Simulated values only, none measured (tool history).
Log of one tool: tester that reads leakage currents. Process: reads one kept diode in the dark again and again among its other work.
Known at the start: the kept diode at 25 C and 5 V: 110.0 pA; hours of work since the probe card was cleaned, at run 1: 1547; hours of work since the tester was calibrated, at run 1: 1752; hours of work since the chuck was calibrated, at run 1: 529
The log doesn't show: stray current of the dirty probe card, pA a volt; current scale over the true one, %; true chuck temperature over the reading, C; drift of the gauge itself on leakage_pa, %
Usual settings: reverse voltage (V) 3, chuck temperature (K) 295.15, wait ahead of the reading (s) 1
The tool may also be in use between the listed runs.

run,hour,reverse voltage (V),chuck temperature (K),wait ahead of the reading (s),hours of work since the probe card was cleaned,hours of work since the tester was calibrated,hours of work since the chuck was calibrated,current that the tester gives (pA)
1,0,3,295.15,1,1547,1752,529,73.62
2,75.8,3,295.15,1,1594,1799,576,73.3
3,127.9,3,295.15,1,1627,1832,609,73.52
4,207.1,3,295.15,1,1676,1881,658,73.41
5,251.2,3,295.15,1,1704,1909,686,73.45
# hour 306: chuck's temperature calibrated
6,325.3,3,295.15,1,1749,1954,12,73.5
7,390.4,3,314.15,1,1789,1995,53,320.21
8,439.3,3,314.15,1,1820,2025,83,321.27
9,522.7,3,314.15,1,1872,2077,135,319.71
10,590.1,3,314.15,1,1914,2119,177,321.44
11,627,3,314.15,1,1937,2142,201,319.97
12,689.4,3,314.15,1,1976,2181,240,320.16
13,766,2.47,295.15,1,2024,2229,287,68.89
14,853.8,2.47,295.15,1,2079,2284,342,68.91
15,912.9,3,295.15,6.71,2116,2321,379,73.07
16,997.2,3,295.15,1,2168,2374,432,73.11
17,1067.9,2.98,295.15,1,2213,2418,476,73.45
18,1154.4,2.98,295.15,1,2267,2472,530,73.07
19,1234.8,2.98,295.15,1,2317,2522,580,73.35
20,1302.6,2.98,295.15,1,2359,2564,623,73.27
21,1380.4,1.5,303.15,1,2408,2613,671,110.62
22,1449.8,1.5,303.15,1,2451,2656,715,111.31
# hour 1457: chuck's temperature calibrated
23,1510.6,1.5,303.15,1,2488,2693,34,111.45
24,1579.7,3,312.15,0.48,2531,2736,77,277.22
25,1646.1,12.96,304.15,1,2573,2778,118,244.21
26,1710.6,1.98,295.15,0.47,2613,2818,158,64.49
27,1774.1,7.08,307.15,0.79,2653,2858,198,251.64
28,1849.5,7.08,307.15,0.79,2700,2905,245,251.9
29,1933,3,294.15,0.55,2752,2957,297,67.91
30,2015.5,19.5,295.15,6.29,2803,3009,349,135.02
31,2071.7,19.5,295.15,6.29,2838,3044,384,135.31
32,2119,19.5,295.15,6.29,2868,3073,414,135.39
33,2173.4,19.5,295.15,6.29,2902,3107,448,135.34
34,2213.1,3,332.15,1,2927,3132,472,1116.1
35,2296.9,3,332.15,1,2979,3184,525,1119.6
36,2357.6,2.61,319.15,1,3017,3222,563,436.51
# hour 2373.8: tester calibrated
37,2433.5,2.61,319.15,1,3063,37,609,439.02
38,2475.4,6.73,305.15,1,3089,64,635,212.98
39,2557.9,6.73,312.15,1.09,3141,115,687,360.22

3 ways to go on from here, each from the tool as it stands after run 39. What would each give?
# hour 2607.1: chuck's temperature calibrated
A,2643.6,6.73,312.15,2.1,3193,167,23,?
# hour 2607.1: chuck's temperature calibrated
B,2643.6,17.2,298.15,4.51,3193,167,23,?
# hour 2607.1: chuck's temperature calibrated
C,2643.6,15.85,333.15,3.89,3193,167,23,?

run,current that the tester gives (pA)
A,358.76
B,166.5
C,2035.48
Without the tool's hidden state the same runs would have given:
run,current that the tester gives (pA)
A,358.73
B,166.43
C,2035.43
